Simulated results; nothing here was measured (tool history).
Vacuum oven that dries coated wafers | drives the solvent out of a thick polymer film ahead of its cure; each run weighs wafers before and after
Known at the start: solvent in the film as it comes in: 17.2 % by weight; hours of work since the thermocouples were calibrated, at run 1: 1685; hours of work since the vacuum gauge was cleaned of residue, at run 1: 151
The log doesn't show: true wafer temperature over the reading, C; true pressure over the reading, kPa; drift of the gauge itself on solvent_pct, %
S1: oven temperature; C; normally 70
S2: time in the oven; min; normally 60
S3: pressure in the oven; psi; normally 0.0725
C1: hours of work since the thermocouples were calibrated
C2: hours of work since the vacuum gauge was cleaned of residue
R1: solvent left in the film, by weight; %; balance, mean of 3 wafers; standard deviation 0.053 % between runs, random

{"run": 1, "hour": 0.0, "S1": 70, "S2": 60, "S3": 0.0725, "C1": 1685, "C2": 151, "R1": 1.78}
{"run": 2, "hour": 29.4, "S1": 70, "S2": 60, "S3": 0.0725, "C1": 1701, "C2": 166, "R1": 1.66}
{"run": 3, "hour": 52.1, "S1": 70, "S2": 60, "S3": 0.1089, "C1": 1712, "C2": 178, "R1": 2.04}
{"run": 4, "hour": 78.6, "S1": 70, "S2": 60, "S3": 0.1089, "C1": 1726, "C2": 192, "R1": 1.98}
{"hour": 88.4, "done": "oven's thermocouples calibrated"}
{"run": 5, "hour": 104.9, "S1": 70, "S2": 60, "S3": 0.1089, "C1": 9, "C2": 204, "R1": 1.98}
{"run": 6, "hour": 133.1, "S1": 70, "S2": 60, "S3": 0.0725, "C1": 23, "C2": 219, "R1": 1.8}
{"run": 7, "hour": 169.6, "S1": 64, "S2": 60, "S3": 0.0725, "C1": 42, "C2": 238, "R1": 3.17}
{"run": 8, "hour": 191.9, "S1": 64, "S2": 60, "S3": 0.0725, "C1": 54, "C2": 250, "R1": 3.28}
{"run": 9, "hour": 231.8, "S1": 64, "S2": 60, "S3": 0.0725, "C1": 75, "C2": 271, "R1": 3.17}
{"run": 10, "hour": 272.1, "S1": 64, "S2": 60, "S3": 0.0725, "C1": 96, "C2": 292, "R1": 3.28}
{"run": 11, "hour": 303.8, "S1": 74, "S2": 93, "S3": 0.2403, "C1": 112, "C2": 308, "R1": 1.95}
{"run": 12, "hour": 333.7, "S1": 69, "S2": 69, "S3": 0.0725, "C1": 128, "C2": 324, "R1": 1.6}

Take each entry between the runs: how does the hidden state at the last listed run before it differ from the hidden state at the first listed run after it?
In the gap between runs 4 and 5: oven's thermocouples calibrated (hour 88.4)
  true wafer temperature over the reading, C: -0.03 -> 0

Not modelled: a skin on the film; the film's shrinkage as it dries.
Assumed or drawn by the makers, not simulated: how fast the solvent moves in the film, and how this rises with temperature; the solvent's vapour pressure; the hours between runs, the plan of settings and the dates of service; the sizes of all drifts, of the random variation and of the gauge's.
